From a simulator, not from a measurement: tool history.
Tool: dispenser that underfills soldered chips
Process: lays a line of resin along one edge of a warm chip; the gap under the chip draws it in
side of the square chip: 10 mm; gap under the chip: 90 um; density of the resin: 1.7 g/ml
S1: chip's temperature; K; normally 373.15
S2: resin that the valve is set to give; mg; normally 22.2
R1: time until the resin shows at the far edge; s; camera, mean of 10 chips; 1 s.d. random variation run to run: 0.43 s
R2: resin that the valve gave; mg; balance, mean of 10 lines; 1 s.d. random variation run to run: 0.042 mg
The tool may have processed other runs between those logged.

Run 1, day 0: usual settings. Result: R1 47.6 s, R2 22.06 mg.
At day 0.362: new syringe of resin.
Run 2, day 0.525: usual settings but S1 366.15 K. Result: R1 43.4 s, R2 22.02 mg.
Run 3, day 0.904: usual settings but S1 366.15 K. Result: R1 72.2 s, R2 21.97 mg.
At day 1.058: new syringe of resin.
Run 4, day 1.167: usual settings but S1 370.15 K. Result: R1 36.1 s, R2 21.93 mg.
Run 5, day 1.683: usual settings but S1 370.15 K. Result: R1 72.4 s, R2 21.93 mg.
At day 1.762: new syringe of resin.
Run 6, day 2.121: usual settings. Result: R1 48.2 s, R2 21.85 mg.
At day 2.45: new syringe of resin.
Run 7, day 2.708: usual settings. Result: R1 42.1 s, R2 21.82 mg.
Run 8, day 3.067: usual settings but S2 24.7 mg. Result: R1 66.6 s, R2 24.25 mg.
At day 3.129: new syringe of resin.
Run 9, day 3.471: usual settings but S2 24.7 mg. Result: R1 46.4 s, R2 24.19 mg.
Run 10, day 3.762: usual settings but S1 385.15 K. Result: R1 51.6 s, R2 21.73 mg.
At day 3.821: new syringe of resin.
Run 11, day 4.171: usual settings but S1 385.15 K. Result: R1 35 s, R2 21.65 mg.
At day 4.546: new syringe of resin.
Run 12, day 4.746: usual settings but S2 27.9 mg. Result: R1 36.7 s, R2 27.14 mg.
At day 5.229: new syringe of resin.
Run 13, day 5.279: usual settings but S1 382.15 K, S2 27.4 mg. Result: R1 24.2 s, R2 26.62 mg.
Run 14, day 5.579: usual settings but S1 379.15 K, S2 22.7 mg. Result: R1 40.6 s, R2 21.98 mg.
At day 5.946: new syringe of resin.
Run 15, day 5.988: usual settings but S1 379.15 K, S2 22.1 mg. Result: R1 27.8 s, R2 21.34 mg.
Run 16, day 6.517: usual settings but S2 18.9 mg. Result: R1 67.8 s, R2 18.24 mg.
At day 6.65: new syringe of resin.
Run 17, day 6.812: usual settings but S2 18.9 mg. Result: R1 39.6 s, R2 18.18 mg.
At day 7.138: dispensing valve cleaned and set on the balance.
Run 18, day 7.354: usual settings but S1 387.15 K, S2 20 mg. Result: R1 52.6 s, R2 19.93 mg.
At day 7.404: new syringe of resin.
Run 19, day 7.642: usual settings but S1 374.15 K, S2 21.1 mg. Result: R1 39.7 s, R2 20.94 mg.
At day 8.1: new syringe of resin.
Run 20, day 8.221: usual settings but S1 374.15 K, S2 21.1 mg. Result: R1 34.3 s, R2 20.93 mg.
Run 21, day 8.588: usual settings but S1 369.15 K, S2 20.3 mg. Result: R1 62.9 s, R2 20.1 mg.
At day 8.783: new syringe of resin.
Run 22, day 9: usual settings but S1 364.15 K, S2 22.5 mg. Result: R1 48.4 s, R2 22.26 mg.
At day 9.467: new syringe of resin.
Run 23, day 9.567: usual settings but S1 384.15 K, S2 22.5 mg. Result: R1 24.9 s, R2 22.21 mg.

Forecast each of these 3 alternatives for the next run:
Run A, day 10.033: usual settings but S1 376.15 K, S2 26.1 mg. Result: R1 ?, R2 ?.
Run B, day 10.033: usual settings but S1 374.15 K, S2 18.9 mg. Result: R1 ?, R2 ?.
Run C, day 10.033: usual settings but S1 381.15 K, S2 28.2 mg. Result: R1 ?, R2 ?.

run    R1     R2
  A  55.3  25.74
  B  62.8   18.6
  C  50.4  27.69
What these runs would have given with no unlogged condition in the tool:
run    R1     R2
  A  27.9  26.17
  B  31.4  18.91
  C  25.3  28.15

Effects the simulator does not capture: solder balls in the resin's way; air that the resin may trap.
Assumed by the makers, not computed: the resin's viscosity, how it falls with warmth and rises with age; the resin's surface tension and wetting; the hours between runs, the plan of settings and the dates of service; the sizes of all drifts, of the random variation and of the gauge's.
